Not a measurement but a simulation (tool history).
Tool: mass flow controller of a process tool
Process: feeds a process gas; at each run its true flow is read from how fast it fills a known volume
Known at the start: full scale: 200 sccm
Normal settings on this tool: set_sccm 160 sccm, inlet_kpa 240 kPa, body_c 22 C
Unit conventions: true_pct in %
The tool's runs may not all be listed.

| run | hour | set_sccm | inlet_kpa | body_c | true_pct |
|---|---|---|---|---|---|
| 1 | 0 | 160 | 240 | 22 | 99.26 |
| 2 | 183.2 | 160 | 240 | 22 | 99.55 |
| 3 | 281.2 | 160 | 240 | 28 | 100.11 |
| 4 | 454.9 | 160 | 240 | 28 | 100.18 |
| 5 | 590.5 | 160 | 240 | 28 | 100.1 |
| 6 | 756.3 | 160 | 240 | 28 | 100.4 |
| 7 | 900.1 | 160 | 240 | 28 | 100.27 |
| 8 | 1029.4 | 160 | 240 | 28 | 100.4 |
| 9 | 1133.3 | 160 | 240 | 22 | 99.92 |
| 10 | 1373 | 160 | 240 | 22 | 99.9 |
| 11 | 1572.7 | 160 | 240 | 22 | 100.17 |
| 12 | 1694.6 | 160 | 240 | 22 | 100.1 |
| 13 | 1796.7 | 160 | 240 | 22 | 100 |
| 14 | 2035.6 | 160 | 240 | 22 | 100.17 |
| 15 | 2178.8 | 160 | 240 | 22 | 100.3 |
| 16 | 2391.5 | 160 | 240 | 22 | 100.41 |
|  | 2512.6 | controller exchanged for a calibrated one |
| 17 | 2535.5 | 160 | 240 | 22 | 100.3 |
| 18 | 2714.2 | 160 | 240 | 22 | 100.49 |
| 19 | 2878.6 | 160 | 240 | 22 | 100.59 |
| 20 | 3011.6 | 160 | 240 | 22 | 100.65 |
| 21 | 3136.1 | 160 | 240 | 22 | 100.6 |
| 22 | 3353.9 | 160 | 240 | 22 | 100.65 |
| 23 | 3520.6 | 160 | 240 | 22 | 100.69 |
| 24 | 3638.2 | 160 | 240 | 22 | 100.92 |
| 25 | 3856.1 | 160 | 240 | 22 | 101 |
| 26 | 4011.4 | 160 | 240 | 22 | 100.98 |
| 27 | 4207.5 | 81 | 240 | 33 | 101.62 |
| 28 | 4325.3 | 77 | 218 | 35 | 101.83 |
| 29 | 4521.6 | 175 | 240 | 22 | 101.25 |
| 30 | 4682.5 | 160 | 165 | 22 | 101.47 |
|  | 4902.4 | gauge calibrated |
| 31 | 4902.4 | 118 | 161 | 22 | 99.51 |
| 32 | 5101.5 | 79 | 174 | 22 | 99.13 |
| 33 | 5313 | 160 | 239 | 22 | 99.6 |
| 34 | 5463 | 160 | 239 | 22 | 99.56 |
| 35 | 5572.5 | 80 | 237 | 23 | 99.31 |
| 36 | 5766.9 | 80 | 237 | 23 | 99.21 |
| 37 | 5956.9 | 53 | 151 | 20 | 99.23 |
| 38 | 6125.3 | 53 | 151 | 20 | 99.23 |
| 39 | 6260.8 | 160 | 173 | 27 | 100.44 |
| 40 | 6457.5 | 160 | 208 | 29 | 100.8 |
| 41 | 6576.9 | 160 | 208 | 29 | 100.81 |
| 42 | 6691.5 | 44 | 208 | 29 | 100.24 |
| 43 | 6874.9 | 44 | 208 | 29 | 100.22 |
| 44 | 7057.5 | 44 | 208 | 29 | 100.31 |
| 45 | 7212.4 | 157 | 198 | 27 | 100.78 |
| 46 | 7342.2 | 90 | 180 | 21 | 99.98 |
| 47 | 7503.6 | 90 | 180 | 21 | 100.21 |
| 48 | 7715.9 | 160 | 201 | 22 | 100.62 |

3 options for the next run, each taken on its own from the tool as it stands now. Forecast them:
| A | 7874.5 | 33 | 271 | 22 | ? |
| B | 7874.5 | 26 | 240 | 22 | ? |
| C | 7874.5 | 83 | 240 | 22 | ? |

| run | true_pct |
|---|---|
| A | 99.77 |
| B | 99.86 |
| C | 100.1 |
With the hidden condition removed and each run's random variation left untouched, the same runs would have given:
| run | true_pct |
|---|---|
| A | 98.57 |
| B | 98.65 |
| C | 98.91 |
